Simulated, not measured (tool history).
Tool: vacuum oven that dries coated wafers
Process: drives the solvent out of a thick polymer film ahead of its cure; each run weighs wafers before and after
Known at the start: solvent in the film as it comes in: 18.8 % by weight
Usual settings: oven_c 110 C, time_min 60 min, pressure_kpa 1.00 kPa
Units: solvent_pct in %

run   hour  oven_c  time_min  pressure_kpa  solvent_pct
  1    0.0     110        60          1.00         1.40
  2   14.0     110        60          1.00         1.28
  3   24.5     110        60          1.00         1.40
  4   42.9     110        60          1.00         1.35
  5   55.3     110        74          1.00         0.98
  6   67.0     110        60          1.00         1.38
  7   81.9     110        60          0.62         1.04
  8   96.5     110        60          1.00         1.38
  9  110.2     110        39          1.00         2.75
 10  126.7     110        76          1.00         0.92
 11  138.7     110        76          1.00         1.01
 12  148.4     110        76          1.00         0.90
 13  162.3     110        60          1.00         1.34
 14  180.9     106        67          0.74         1.45
 15  190.0     110        60          2.93         2.46
 16  200.7     110        60          2.93         2.47
 17  214.8     110        60          2.93         2.53
 18  226.1      97        32          1.00         6.64
 19  237.6     121        53          1.00         0.76
 20  246.2     121        53          1.00         0.67

Run 21 comes next. What will it give?
 21  261.4     121        53          2.10            ?

solvent_pct: 1.13 %
Without the tool's hidden state the same run would have given solvent_pct 1.12 %.
